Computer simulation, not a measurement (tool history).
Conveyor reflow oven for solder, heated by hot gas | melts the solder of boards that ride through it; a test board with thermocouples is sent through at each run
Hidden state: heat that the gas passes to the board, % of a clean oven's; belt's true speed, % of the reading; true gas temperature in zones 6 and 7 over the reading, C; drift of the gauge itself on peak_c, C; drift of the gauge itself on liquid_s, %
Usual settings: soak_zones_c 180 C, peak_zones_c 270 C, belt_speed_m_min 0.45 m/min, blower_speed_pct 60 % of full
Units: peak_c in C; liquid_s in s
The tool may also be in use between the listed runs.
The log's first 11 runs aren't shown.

run	day	soak_zones_c	peak_zones_c	belt_speed_m_min	blower_speed_pct	hours of work since the flux was cleaned out	hours of work since the belt drive was overhauled	hours of work since the thermocouples were changed	peak_c	liquid_s
12	3.212	180	270	0.45	70	386	65	538	256.49	65.5
# day 3.833: flux residue cleaned out of gas plates and filters
13	3.871	180	270	0.45	60	0	71	544	255.87	64.9
14	4.308	180	270	0.45	60	6	77	550	255.89	64.9
15	4.492	180	270	0.45	60	9	79	553	255.91	65
16	4.938	180	279	0.385	57	15	85	558	267.81	84.3
17	5.346	183	259	0.415	57	20	90	564	248.34	66.8
18	5.633	183	278	0.415	53	24	94	568	264.47	77.2
19	6.025	180	269	0.389	51	29	99	573	257.37	77.1
20	6.279	168	270	0.377	69	32	103	576	260.5	77.8
21	6.654	170	267	0.406	67	37	108	581	255.85	69
22	7.05	180	264	0.45	60	43	113	586	250.68	61.3
23	7.45	180	264	0.45	60	48	118	592	250.63	61.5
24	7.821	180	264	0.409	53	53	123	597	251.99	69.1
25	8.233	167	278	0.419	84	58	129	602	266.97	72.8
26	8.454	167	278	0.419	84	61	132	605	267.02	72.9
27	8.738	181	278	0.419	84	65	135	609	268.54	78.4
28	8.988	189	276	0.409	84	68	139	612	268.07	83.5
29	9.396	180	270	0.488	67	74	144	618	254.69	58.9
30	9.646	184	270	0.425	67	77	147	621	259.1	73.2

Forecast each of these 4 alternatives for the next run:
A	10.025	184	270	0.425	50	82	152	626	?	?
B	10.025	180	270	0.538	66	82	152	626	?	?
C	10.025	180	282	0.45	60	82	152	626	?	?
D	10.025	184	270	0.393	67	82	152	626	?	?

run	peak_c	liquid_s
A	256.2	70.9
B	251.19	50.7
C	266.38	71.1
D	261.02	80.9
Without the tool's hidden state the same runs would have given:
run	peak_c	liquid_s
A	255.64	70.2
B	250.75	50.2
C	265.87	70.5
D	260.45	80.2
